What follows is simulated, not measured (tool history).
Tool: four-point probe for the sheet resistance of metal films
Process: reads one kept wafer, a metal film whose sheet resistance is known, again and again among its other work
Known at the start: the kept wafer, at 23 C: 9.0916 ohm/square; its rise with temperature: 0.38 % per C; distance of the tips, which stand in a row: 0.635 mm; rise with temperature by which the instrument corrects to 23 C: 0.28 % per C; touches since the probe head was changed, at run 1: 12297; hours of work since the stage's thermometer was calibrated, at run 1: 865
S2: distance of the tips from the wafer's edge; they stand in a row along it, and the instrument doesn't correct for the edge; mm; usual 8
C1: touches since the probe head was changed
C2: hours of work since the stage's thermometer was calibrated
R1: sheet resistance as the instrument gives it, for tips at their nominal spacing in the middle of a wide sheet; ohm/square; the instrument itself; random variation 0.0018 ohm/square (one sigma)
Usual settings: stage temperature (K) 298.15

run 1 hour=0 | stage_temperature_(K)=298.15 S2=8 | C1=12297 C2=865 | R1=9.158124
run 2 hour=17.1 | stage_temperature_(K)=298.15 S2=8 | C1=13006 C2=875 | R1=9.160377
run 3 hour=33.2 | stage_temperature_(K)=305.15 S2=8 | C1=13674 C2=884 | R1=9.217302
run 4 hour=49 | stage_temperature_(K)=305.15 S2=3 | C1=14331 C2=893 | R1=9.401941
run 5 hour=59.5 | stage_temperature_(K)=298.15 S2=8 | C1=14767 C2=899 | R1=9.156306
run 6 hour=75.6 | stage_temperature_(K)=293.15 S2=8 | C1=15432 C2=908 | R1=9.1073
run 7 hour=87.5 | stage_temperature_(K)=301.15 S2=8 | C1=15927 C2=915 | R1=9.185774
-- hour=89.6 stage's thermometer calibrated
run 8 hour=105.5 | stage_temperature_(K)=301.15 S2=8 | C1=16652 C2=9 | R1=9.184613
run 9 hour=120.1 | stage_temperature_(K)=292.15 S2=7 | C1=17258 C2=17 | R1=9.110394
run 10 hour=130.4 | stage_temperature_(K)=296.15 S2=40 | C1=17686 C2=23 | R1=9.106382
run 11 hour=144.5 | stage_temperature_(K)=296.15 S2=40 | C1=18271 C2=31 | R1=9.106858
run 12 hour=152.3 | stage_temperature_(K)=297.15 S2=9 | C1=18592 C2=36 | R1=9.138562

Forecast each of these 3 alternatives for the next run:
run A hour=164.1 | stage_temperature_(K)=297.15 S2=9 | C1=19084 C2=42 | R1=?
run B hour=164.1 | stage_temperature_(K)=300.15 S2=8 | C1=19084 C2=42 | R1=?
run C hour=164.1 | stage_temperature_(K)=308.15 S2=22 | C1=19084 C2=42 | R1=?

run=A R1=9.14195
run=B R1=9.175445
run=C R1=9.215403
Without the tool's hidden state the same runs would have given:
run=A R1=9.127733
run=B R1=9.161042
run=C R1=9.200585

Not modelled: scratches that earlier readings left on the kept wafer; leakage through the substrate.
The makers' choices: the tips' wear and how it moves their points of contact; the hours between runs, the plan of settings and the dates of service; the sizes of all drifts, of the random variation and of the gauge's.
